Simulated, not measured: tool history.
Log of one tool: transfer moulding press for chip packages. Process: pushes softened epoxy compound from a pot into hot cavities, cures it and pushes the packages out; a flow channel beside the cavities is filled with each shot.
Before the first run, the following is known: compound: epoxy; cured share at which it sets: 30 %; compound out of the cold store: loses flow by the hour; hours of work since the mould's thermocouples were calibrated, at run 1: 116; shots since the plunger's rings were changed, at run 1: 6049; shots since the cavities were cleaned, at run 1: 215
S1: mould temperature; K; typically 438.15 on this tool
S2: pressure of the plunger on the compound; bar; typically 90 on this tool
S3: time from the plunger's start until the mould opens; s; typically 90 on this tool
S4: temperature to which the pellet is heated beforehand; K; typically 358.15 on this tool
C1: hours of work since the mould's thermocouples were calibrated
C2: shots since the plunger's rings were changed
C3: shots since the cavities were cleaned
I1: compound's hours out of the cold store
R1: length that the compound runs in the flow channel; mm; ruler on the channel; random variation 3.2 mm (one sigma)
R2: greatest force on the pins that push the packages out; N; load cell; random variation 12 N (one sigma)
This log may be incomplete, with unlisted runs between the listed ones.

Run 1, hour 0: usual settings; C1 116; C2 6049; C3 215; I1 11.9. Result: R1 734 mm, R2 780 N.
Run 2, hour 11.3: usual settings but S2 101.6 bar; C1 121; C2 6171; C3 337; I1 39.1. Result: R1 712 mm, R2 807 N.
Run 3, hour 20.4: usual settings but S2 101.6 bar; C1 126; C2 6268; C3 434; I1 15.7. Result: R1 766 mm, R2 857 N.
Run 4, hour 28.1: usual settings but S2 101.6 bar; C1 130; C2 6351; C3 517; I1 15. Result: R1 767 mm, R2 934 N.
At hour 37.7: cavities cleaned with cleaning compound and waxed.
Run 5, hour 39: usual settings but S2 101.6 bar; C1 134; C2 6452; C3 14; I1 13. Result: R1 772 mm, R2 631 N.
At hour 46.7: plunger's sealing rings changed.
Run 6, hour 51.3: usual settings but S2 101.6 bar; C1 139; C2 50; C3 120; I1 30.7. Result: R1 757 mm, R2 677 N.
Run 7, hour 62.9: usual settings but S2 101.6 bar; C1 145; C2 174; C3 244; I1 22.5. Result: R1 782 mm, R2 771 N.
Run 8, hour 71.5: usual settings but S2 101.6 bar; C1 149; C2 266; C3 336; I1 24.6. Result: R1 773 mm, R2 802 N.
Run 9, hour 83: usual settings but S2 101.6 bar; C1 155; C2 390; C3 460; I1 36.4. Result: R1 739 mm, R2 899 N.
Run 10, hour 91.6: usual settings but S2 69.9 bar; C1 159; C2 482; C3 552; I1 39.4. Result: R1 617 mm, R2 870 N.
At hour 98: cavities cleaned with cleaning compound and waxed.
Run 11, hour 103.7: usual settings but S2 69.9 bar; C1 165; C2 596; C3 62; I1 46.2. Result: R1 599 mm, R2 629 N.
Run 12, hour 111.9: usual settings but S2 69.9 bar; C1 169; C2 684; C3 150; I1 34.3. Result: R1 619 mm, R2 702 N.
Run 13, hour 116.8: usual settings; C1 171; C2 736; C3 202; I1 44.8. Result: R1 684 mm, R2 714 N.
Run 14, hour 127.3: usual settings but S3 101 s; C1 176; C2 849; C3 315; I1 47.5. Result: R1 676 mm, R2 641 N.
Run 15, hour 135.6: usual settings but S3 126 s; C1 180; C2 939; C3 405; I1 32.1. Result: R1 706 mm, R2 611 N.
Run 16, hour 143.8: usual settings but S1 445.15 K, S2 92.7 bar, S3 71 s, S4 365.15 K; C1 185; C2 1027; C3 493; I1 9.4. Result: R1 748 mm, R2 876 N.
Run 17, hour 151.3: usual settings but S1 445.15 K, S2 92.7 bar, S3 71 s, S4 365.15 K; C1 188; C2 1107; C3 573; I1 46.8. Result: R1 662 mm, R2 899 N.
At hour 155.7: cavities cleaned with cleaning compound and waxed.
Run 18, hour 163.6: usual settings but S1 442.15 K, S2 101.3 bar, S3 71 s, S4 365.15 K; C1 194; C2 1223; C3 84; I1 11.2. Result: R1 784 mm, R2 848 N.
Run 19, hour 172.4: usual settings but S1 442.15 K, S2 101.3 bar, S3 78 s, S4 363.15 K; C1 198; C2 1318; C3 179; I1 45.1. Result: R1 714 mm, R2 737 N.
Run 20, hour 181.5: usual settings but S1 442.15 K, S2 101.3 bar, S3 78 s, S4 363.15 K; C1 202; C2 1415; C3 276; I1 15.8. Result: R1 776 mm, R2 803 N.
Run 21, hour 188.5: usual settings but S1 439.15 K, S3 115 s; C1 206; C2 1490; C3 351; I1 34.6. Result: R1 697 mm, R2 634 N.
Run 22, hour 194: usual settings but S1 441.15 K, S4 364.15 K; C1 209; C2 1550; C3 411; I1 18.7. Result: R1 726 mm, R2 727 N.
Run 23, hour 200.5: usual settings but S1 444.15 K, S3 102 s, S4 364.15 K; C1 212; C2 1619; C3 480; I1 23.3. Result: R1 707 mm, R2 632 N.
Run 24, hour 209: usual settings but S1 444.15 K, S2 107.7 bar, S3 113 s; C1 216; C2 1711; C3 572; I1 29.2. Result: R1 757 mm, R2 648 N.
At hour 213.1: cavities cleaned with cleaning compound and waxed.
Run 25, hour 221.2: usual settings but S1 436.15 K, S2 107.7 bar, S3 77 s; C1 222; C2 1826; C3 87; I1 29.7. Result: R1 783 mm, R2 1059 N.
Run 26, hour 229.1: usual settings but S1 442.15 K, S2 107.7 bar, S3 77 s, S4 364.15 K; C1 225; C2 1910; C3 171; I1 40.5. Result: R1 734 mm, R2 691 N.
Run 27, hour 238.2: usual settings but S1 442.15 K, S2 107.7 bar, S3 77 s, S4 364.15 K; C1 230; C2 2009; C3 270; I1 33.4. Result: R1 753 mm, R2 779 N.
Run 28, hour 246.9: usual settings but S1 442.15 K, S2 87.6 bar, S4 357.15 K; C1 234; C2 2102; C3 363; I1 8.4. Result: R1 742 mm, R2 675 N.
Run 29, hour 256: usual settings but S2 80.7 bar, S4 361.15 K; C1 239; C2 2199; C3 460; I1 43.4. Result: R1 644 mm, R2 869 N.

Pick out some run-to-run changes in R1. Of each, how much would a tool without hidden state show as well, from the settings, what came in and chance, and how much is left for the hidden state and any gauge scatter not in both results compared?
The tool's hidden condition here consists of: true mould temperature over the reading, C; pressure that reaches the compound, % of what is set; grip of the stained cavities, % over clean ones'; drift of the gauge itself on flow_mm, %; drift of the gauge itself on push_out_n, %.
Run 2 -> 3: settings left as they were, no log entry in between. R1 +54 mm: hidden state -3, all else +57.
Run 5 -> 6: plunger's sealing rings changed. R1 -15 mm: hidden state +34, all else -49.
Run 9 -> 10: S2 101.6 -> 69.9. R1 -122 mm: hidden state -1, all else -121.
Run 17 -> 18: S1 445.15 -> 442.15, S2 92.7 -> 101.3, cavities cleaned with cleaning compound and waxed. R1 +122 mm: hidden state -1, all else +123.
